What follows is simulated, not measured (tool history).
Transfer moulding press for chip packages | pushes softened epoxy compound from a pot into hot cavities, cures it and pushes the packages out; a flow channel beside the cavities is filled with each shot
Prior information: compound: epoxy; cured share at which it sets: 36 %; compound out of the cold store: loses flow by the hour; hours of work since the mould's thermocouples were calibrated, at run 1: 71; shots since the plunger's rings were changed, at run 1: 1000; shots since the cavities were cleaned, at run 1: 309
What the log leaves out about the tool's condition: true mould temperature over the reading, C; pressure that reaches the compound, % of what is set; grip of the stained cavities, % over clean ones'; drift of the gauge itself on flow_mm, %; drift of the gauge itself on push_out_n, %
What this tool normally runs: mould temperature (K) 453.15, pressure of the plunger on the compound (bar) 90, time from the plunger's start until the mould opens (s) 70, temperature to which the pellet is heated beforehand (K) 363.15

run	hour	mould temperature (K)	pressure of the plunger on the compound (bar)	time from the plunger's start until the mould opens (s)	temperature to which the pellet is heated beforehand (K)	hours of work since the mould's thermocouples were calibrated	shots since the plunger's rings were changed	shots since the cavities were cleaned	incoming compound's hours out of the cold store	length that the compound runs in the flow channel (mm)	greatest force on the pins that push the packages out (N)
1	0	453.15	90	70	363.15	71	1000	309	19.5	943	432
# hour 26.8: cavities cleaned with cleaning compound and waxed
2	38.1	453.15	90	70	363.15	97	1622	191	19	945	460
# hour 73.9: cavities cleaned with cleaning compound and waxed
3	78.7	453.15	90	70	363.15	125	2287	81	16.5	961	442
# hour 109.5: plunger's sealing rings changed
# hour 124.9: cavities cleaned with cleaning compound and waxed
4	138.5	453.15	90	70	363.15	165	467	230	29.6	899	426
# hour 170.4: cavities cleaned with cleaning compound and waxed
5	196.7	453.15	90	70	363.15	206	1431	446	14.5	974	451
# hour 215.2: cavities cleaned with cleaning compound and waxed
6	243.7	453.15	90	70	363.15	238	2206	486	37.4	879	418
# hour 258.4: cavities cleaned with cleaning compound and waxed
# hour 283.3: plunger's sealing rings changed
# hour 305.7: cavities cleaned with cleaning compound and waxed
7	334.9	453.15	90	70	363.15	299	852	496	35	869	410
# hour 355.4: cavities cleaned with cleaning compound and waxed
8	385.4	453.15	90	70	363.15	334	1685	511	18	959	453
# hour 398.4: cavities cleaned with cleaning compound and waxed
# hour 440.8: cavities cleaned with cleaning compound and waxed
# hour 455.8: plunger's sealing rings changed
9	477.6	453.15	90	70	363.15	396	370	583	26.5	914	438
# hour 491.1: cavities cleaned with cleaning compound and waxed
# hour 533.2: cavities cleaned with cleaning compound and waxed
10	561.8	453.15	90	70	373.15	454	1750	484	11.8	977	446
# hour 579.8: cavities cleaned with cleaning compound and waxed
# hour 622.5: cavities cleaned with cleaning compound and waxed
# hour 629.7: plunger's sealing rings changed
11	639.9	453.15	86.9	70	363.15	506	174	254	29.4	876	426
# hour 670.2: cavities cleaned with cleaning compound and waxed
12	681.4	453.15	90	70	355.15	535	853	190	15.5	959	464
# hour 716.6: cavities cleaned with cleaning compound and waxed
13	746.9	453.15	71.7	70	354.15	581	1940	514	15.7	856	445
# hour 762.6: cavities cleaned with cleaning compound and waxed
# hour 804.2: plunger's sealing rings changed
# hour 809.7: cavities cleaned with cleaning compound and waxed
14	825.5	456.15	86.6	66	363.15	633	337	268	42.6	815	406
# hour 857.6: cavities cleaned with cleaning compound and waxed
# hour 902.7: cavities cleaned with cleaning compound and waxed
15	907.9	458.15	90	78	359.15	690	1688	89	46.8	797	295
# hour 950: cavities cleaned with cleaning compound and waxed
16	950	453.15	103.3	78	359.15	719	2378	0	46	902	340
# hour 979.6: plunger's sealing rings changed
# hour 995: cavities cleaned with cleaning compound and waxed
# hour 1042.2: cavities cleaned with cleaning compound and waxed
17	1046.2	453.15	103.3	78	359.15	784	1082	67	32.4	957	356
# hour 1087.1: cavities cleaned with cleaning compound and waxed
# hour 1115.5: mould's thermocouples calibrated
# hour 1132: cavities cleaned with cleaning compound and waxed
18	1136.7	453.15	90	89	363.15	14	2536	80	28.1	899	295
# hour 1154.4: plunger's sealing rings changed
# hour 1177.9: cavities cleaned with cleaning compound and waxed
19	1202.4	449.15	90	55	363.15	58	791	416	12.9	1002	1033
# hour 1220.8: cavities cleaned with cleaning compound and waxed
20	1258.9	449.15	90	55	363.15	98	1727	648	28	905	937
# hour 1265.6: cavities cleaned with cleaning compound and waxed
# hour 1308.9: cavities cleaned with cleaning compound and waxed
21	1311.5	453.15	90	58	363.15	133	2570	44	26.1	903	687
# hour 1324.8: plunger's sealing rings changed
# hour 1356.2: cavities cleaned with cleaning compound and waxed
22	1390.5	447.15	104.9	105	368.15	187	1093	584	24.1	1023	320
# hour 1398.9: cavities cleaned with cleaning compound and waxed
# hour 1442.9: cavities cleaned with cleaning compound and waxed
23	1472.8	457.15	90	70	363.15	243	2441	509	21.5	921	338
# hour 1490: cavities cleaned with cleaning compound and waxed
# hour 1497.2: plunger's sealing rings changed
# hour 1541.1: cavities cleaned with cleaning compound and waxed
24	1550.3	457.15	90	85	363.15	295	877	156	24.1	896	297

Branching from run 24: 3 alternative next runs. What would each branch give?
# hour 1584.1: cavities cleaned with cleaning compound and waxed
A	1604.9	457.15	86.1	85	363.15	333	1780	354	26.7	?	?
# hour 1584.1: cavities cleaned with cleaning compound and waxed
B	1604.9	457.15	80	85	357.15	333	1780	354	18.3	?	?
# hour 1584.1: cavities cleaned with cleaning compound and waxed
C	1604.9	445.15	90	70	363.15	333	1780	354	21.6	?	?

run	length that the compound runs in the flow channel (mm)	greatest force on the pins that push the packages out (N)
A	874	286
B	869	299
C	980	800
Take away the tool's hidden state, keep each run's random variation, and the runs would have read:
run	length that the compound runs in the flow channel (mm)	greatest force on the pins that push the packages out (N)
A	874	283
B	869	297
C	981	793

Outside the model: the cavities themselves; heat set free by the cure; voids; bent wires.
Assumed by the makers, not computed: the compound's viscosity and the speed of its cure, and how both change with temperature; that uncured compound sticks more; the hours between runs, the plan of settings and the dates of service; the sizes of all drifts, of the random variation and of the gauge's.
